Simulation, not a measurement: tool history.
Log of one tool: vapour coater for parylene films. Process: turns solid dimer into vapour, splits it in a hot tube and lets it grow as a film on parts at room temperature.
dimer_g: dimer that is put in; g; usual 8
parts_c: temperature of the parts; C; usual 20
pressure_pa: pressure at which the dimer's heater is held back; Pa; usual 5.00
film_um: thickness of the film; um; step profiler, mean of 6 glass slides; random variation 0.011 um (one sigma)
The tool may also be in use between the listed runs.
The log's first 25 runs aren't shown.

run,hour,dimer_g,parts_c,pressure_pa,hours of work since the trap's valve was overhauled,hours of work since the table's thermometer was calibrated,film_um
26,637.2,7,18,3.34,18,861,1.48
27,664.8,11,30,3.34,42,885,1.63
28,695.1,11,30,3.34,68,911,1.62
29,720.9,11,30,3.34,91,933,1.64
30,751.2,5,20,5.00,117,959,0.92
31,785.5,5,20,2.67,146,989,1.05
32,809.4,5,20,5.59,167,1009,0.89
33,830.0,8,14,5.00,185,1027,1.73
34,845.5,5,15,4.32,198,1041,1.10
35,876.8,5,15,4.32,225,1068,1.10
36,906.8,5,15,4.32,251,1094,1.09
37,922.9,7,30,3.37,265,1107,1.04
38,938.9,4,15,4.80,279,1121,0.86
39,976.7,4,15,4.80,311,1154,0.85
40,1005.0,8,15,3.01,336,1178,1.89
41,1028.7,8,15,3.01,356,1199,1.86
42,1052.1,6,16,5.00,376,1219,1.22
43,1071.2,6,16,5.00,393,1235,1.24
44,1102.0,6,16,5.00,419,1262,1.23
45,1118.9,7,27,2.42,434,1277,1.21
# hour 1134.4: trap's valve overhauled
46,1157.4,8,20,5.00,20,1306,1.44

Forecast each of these 4 alternatives for the next run:
A,1186.1,8,14,6.41,45,1331,?
B,1186.1,4,20,3.62,45,1331,?
C,1186.1,7,13,11.49,45,1331,?
D,1186.1,8,20,7.88,45,1331,?

run,film_um
A,1.66
B,0.77
C,1.31
D,1.31
Without the tool's hidden state the same runs would have given:
run,film_um
A,1.66
B,0.77
C,1.31
D,1.31
